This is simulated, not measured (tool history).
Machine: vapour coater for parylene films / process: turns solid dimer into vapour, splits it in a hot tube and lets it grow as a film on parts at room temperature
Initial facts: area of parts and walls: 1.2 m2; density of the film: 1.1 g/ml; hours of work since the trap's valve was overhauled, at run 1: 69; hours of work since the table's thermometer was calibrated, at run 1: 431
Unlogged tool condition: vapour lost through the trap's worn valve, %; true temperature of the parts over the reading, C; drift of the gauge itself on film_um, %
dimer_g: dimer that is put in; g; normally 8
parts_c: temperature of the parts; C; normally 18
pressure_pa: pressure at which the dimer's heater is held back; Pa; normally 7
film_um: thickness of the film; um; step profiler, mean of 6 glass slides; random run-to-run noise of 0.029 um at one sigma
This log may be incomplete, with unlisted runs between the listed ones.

run,day,dimer_g,parts_c,pressure_pa,hours of work since the trap's valve was overhauled,hours of work since the table's thermometer was calibrated,film_um
1,0,8,18,7,69,431,2.6
2,2.154,8,18,7,93,455,2.6
3,4.246,8,18,7,115,477,2.63
4,5.575,8,18,7,130,492,2.55
5,7.554,8,18,4.32,152,514,2.7
6,8.988,12,18,7,167,529,3.87
7,10.325,11,18,7,182,544,3.43
8,12.154,8,18,7,202,564,2.53
9,14.521,8,18,7,228,590,2.57
10,15.7,8,18,7,241,603,2.5
11,17.354,8,18,7,259,621,2.47
12,19.288,8,18,7,280,642,2.46
13,21.479,8,18,7,304,666,2.44
14,23.458,8,18,8.31,326,688,2.37
15,24.483,8,30,8.31,337,699,1.47
16,25.875,8,30,8.31,352,714,1.49
17,27.938,8,30,8.31,375,737,1.5
18,29.388,8,30,10.52,391,753,1.4
19,30.875,8,18,7,407,769,2.38
20,33.221,8,18,7,433,795,2.35
21,34.779,11,18,7,450,812,3.24
22,36.658,11,18,7,471,833,3.19
23,38.733,11,18,7,493,855,3.19
24,40.046,9,17,2.49,508,870,3.05
# day 40.367: trap's valve overhauled
25,41.646,9,17,2.49,14,885,3.49
26,43.488,4,26,6.78,34,906,0.96
27,44.462,4,21,7.22,45,916,1.15
28,46.65,4,21,7.22,69,940,1.09
29,47.679,5,13,4.38,80,952,2.07
30,49.092,5,13,4.38,96,967,2.06
31,51.312,8,22,5.19,120,991,2.22
32,53.7,5,11,8.48,146,1018,2
33,55.633,11,11,9.25,167,1039,4.43
34,57.317,4,15,2.32,186,1057,1.6
35,59.388,8,23,7.16,208,1080,2.02
36,60.838,6,19,7.45,224,1096,1.77
37,63.112,11,14,2.75,249,1121,4.4
38,64.162,5,16,11.53,261,1132,1.59
39,66.496,6,18,7,286,1158,1.83
40,68.15,6,18,7,304,1176,1.82
41,69.283,11,29,6.96,317,1188,2.19
42,71.688,11,18,6.96,343,1215,3.28
43,73.804,11,18,3.91,366,1238,3.44
44,75.754,12,18,2.55,388,1259,3.98
45,78.029,12,18,2.55,413,1284,3.97

Alternative continuations, all from the tool just after run 45; predict every row:
A,79.408,4,18,2.55,428,1299,?
B,79.408,4,19,4.17,428,1299,?
C,79.408,5,26,3.89,428,1299,?
D,79.408,10,20,2.04,428,1299,?

run,film_um
A,1.33
B,1.19
C,1.12
D,3.13
Without the tool's unlogged condition, the same runs would have read:
run,film_um
A,1.53
B,1.37
C,1.29
D,3.59

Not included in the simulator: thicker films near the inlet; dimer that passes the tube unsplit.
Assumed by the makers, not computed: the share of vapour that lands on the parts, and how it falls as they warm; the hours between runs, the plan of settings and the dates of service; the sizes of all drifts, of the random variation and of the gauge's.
